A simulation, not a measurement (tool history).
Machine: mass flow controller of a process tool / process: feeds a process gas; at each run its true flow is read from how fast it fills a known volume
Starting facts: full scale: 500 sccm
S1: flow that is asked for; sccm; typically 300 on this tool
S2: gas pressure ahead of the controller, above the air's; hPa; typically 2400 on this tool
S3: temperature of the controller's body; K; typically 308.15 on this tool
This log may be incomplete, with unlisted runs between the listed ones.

Run 1, day 0: usual settings. Result: true flow (%) 100.14.
Run 2, day 4.2: usual settings. Result: true flow (%) 100.16.
Run 3, day 10.417: usual settings. Result: true flow (%) 100.35.
Run 4, day 18.133: usual settings. Result: true flow (%) 100.23.
Run 5, day 28.079: usual settings. Result: true flow (%) 100.45.
Run 6, day 36.575: usual settings. Result: true flow (%) 100.36.
Run 7, day 40.783: usual settings. Result: true flow (%) 100.43.
Run 8, day 46.404: usual settings but S1 56 sccm. Result: true flow (%) 92.37.
Run 9, day 53.846: usual settings but S1 56 sccm. Result: true flow (%) 92.21.
Run 10, day 63.575: usual settings but S1 56 sccm. Result: true flow (%) 92.36.
Run 11, day 73.533: usual settings but S1 56 sccm. Result: true flow (%) 92.18.
Run 12, day 77.638: usual settings but S2 1620 hPa. Result: true flow (%) 101.05.
Run 13, day 83.421: usual settings. Result: true flow (%) 100.56.
Run 14, day 89.012: usual settings. Result: true flow (%) 100.39.
Run 15, day 94.729: usual settings. Result: true flow (%) 100.43.
At day 97.754: controller exchanged for a calibrated one.
Run 16, day 102.871: usual settings but S2 1890 hPa. Result: true flow (%) 99.48.
Run 17, day 110.762: usual settings but S2 1890 hPa. Result: true flow (%) 99.26.
Run 18, day 116.2: usual settings but S2 2040 hPa. Result: true flow (%) 99.15.
Run 19, day 122.812: usual settings but S2 2260 hPa. Result: true flow (%) 99.05.
Run 20, day 128.021: usual settings but S2 2260 hPa. Result: true flow (%) 99.1.
Run 21, day 135.996: usual settings but S2 2260 hPa. Result: true flow (%) 99.13.
Run 22, day 145.379: usual settings but S1 131 sccm, S2 2170 hPa, S3 299.15 K. Result: true flow (%) 99.13.
Run 23, day 153.392: usual settings but S1 131 sccm, S2 2770 hPa, S3 312.15 K. Result: true flow (%) 98.05.
Run 24, day 158.938: usual settings but S1 253 sccm, S2 2410 hPa, S3 307.15 K. Result: true flow (%) 98.96.
Run 25, day 165.242: usual settings but S1 253 sccm, S2 2410 hPa, S3 307.15 K. Result: true flow (%) 98.91.
Run 26, day 171.583: usual settings but S1 142 sccm, S3 295.15 K. Result: true flow (%) 99.12.
Run 27, day 178.146: usual settings but S1 236 sccm, S2 2560 hPa, S3 310.15 K. Result: true flow (%) 98.77.
Run 28, day 184.55: usual settings but S1 265 sccm, S2 1670 hPa, S3 312.15 K. Result: true flow (%) 99.32.
Run 29, day 191.162: usual settings but S1 322 sccm, S2 1960 hPa, S3 310.15 K. Result: true flow (%) 99.53.
Run 30, day 198.562: usual settings but S1 322 sccm, S2 1960 hPa, S3 310.15 K. Result: true flow (%) 99.42.
Run 31, day 203.4: usual settings but S2 2310 hPa, S3 306.15 K. Result: true flow (%) 99.37.
Run 32, day 208.258: usual settings but S2 2580 hPa, S3 304.15 K. Result: true flow (%) 99.27.
Run 33, day 214.246: usual settings but S2 2680 hPa, S3 296.15 K. Result: true flow (%) 99.54.
Run 34, day 220.212: usual settings but S2 2680 hPa, S3 296.15 K. Result: true flow (%) 99.58.
Run 35, day 225.208: usual settings but S2 2680 hPa, S3 296.15 K. Result: true flow (%) 99.7.
Run 36, day 232.462: usual settings but S2 2680 hPa, S3 296.15 K. Result: true flow (%) 99.65.
Run 37, day 240.675: usual settings but S2 1940 hPa. Result: true flow (%) 99.72.
Run 38, day 244.85: usual settings but S3 297.15 K. Result: true flow (%) 99.9.
Run 39, day 251.721: usual settings but S3 293.15 K. Result: true flow (%) 100.
Run 40, day 257.662: usual settings but S1 185 sccm, S2 1750 hPa, S3 297.15 K. Result: true flow (%) 99.75.

Each row is a separate what-if for the run after 40, all from the same tool condition, not one after another. Results?
Run A, day 263.417: usual settings but S1 424 sccm, S2 2470 hPa, S3 304.15 K. Result: true flow (%) ?.
Run B, day 263.417: usual settings but S1 72 sccm, S2 1770 hPa. Result: true flow (%) ?.
Run C, day 263.417: usual settings but S1 52 sccm, S2 2350 hPa, S3 312.15 K. Result: true flow (%) ?.
Run D, day 263.417: usual settings but S1 153 sccm, S2 2280 hPa, S3 297.15 K. Result: true flow (%) ?.
Run E, day 263.417: usual settings but S2 2070 hPa. Result: true flow (%) ?.

run  true flow (%)
  A          99.79
  B          97.63
  C          96.03
  D          99.25
  E          99.65
Had the tool no hidden state, the same runs would have come out as:
run  true flow (%)
  A          99.12
  B          98.99
  C          98.33
  D          99.32
  E          99.15
